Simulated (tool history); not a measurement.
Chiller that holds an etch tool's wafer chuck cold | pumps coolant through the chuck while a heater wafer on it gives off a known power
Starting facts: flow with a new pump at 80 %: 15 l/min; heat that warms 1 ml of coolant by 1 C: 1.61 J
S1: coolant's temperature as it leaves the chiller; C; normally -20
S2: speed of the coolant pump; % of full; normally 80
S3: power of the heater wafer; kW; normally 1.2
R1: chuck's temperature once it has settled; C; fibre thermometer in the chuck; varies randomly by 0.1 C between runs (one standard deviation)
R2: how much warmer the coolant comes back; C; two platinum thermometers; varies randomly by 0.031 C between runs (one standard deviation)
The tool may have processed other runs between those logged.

run   hour   S1  S2     S3     R1    R2
  1      0  -20  80    1.2   -8.4  2.99
  2   18.8  -20  80    1.2   -8.3  3.03
  3   36.3  -20  80    1.2   -8.3  3.04
  4   78.5  -20  80    1.2   -8.3  2.99
  5   97.8  -20  80    1.2   -8.7  3.03
  6  134.3  -20  80    1.2   -8.8  3.01
  7    167  -30  80    1.2  -18.8  3.04
  8  197.5  -16  80    1.2   -4.9  3.06
  9  234.5  -16  80    1.2   -4.8  3.07
 10  253.3  -20  82    1.2   -8.9  2.97
 11  288.2  -20  64  1.799   -1.2  5.67
 12  319.9  -20  64  1.799   -1.1  5.66
 13  357.4  -22  66  0.641  -15.1  1.94
 14  377.7  -21  85  1.065  -11.1   2.6
 15  396.5  -21  85  1.065  -11.2  2.57
 16  429.3  -21  85  1.065  -11.2  2.53
 17  459.1  -22  65  0.978  -11.7     3
 18  482.5  -23  80   1.74   -6.6   4.4
 19  511.8  -24  80    1.2  -12.6   3.1
 20  537.6  -18  80  1.616   -2.6  4.08

The log once held 1 entry between its listed runs, left out of this copy. Where does each go, and what is different about the tool's unlogged condition between the listed run before it and the listed run after it?
Between runs 4 and 5: chiller's thermometer calibrated (hour 86.4)
  heat passed by the chuck's channels, % of clean ones': 87.8 -> 87.7; coolant's true temperature over the reading, C: 0.57 -> 0.04
  measured minus no-state result, R1: +1.8 -> +1.3 C; R2: +0.04 -> +0.05 C
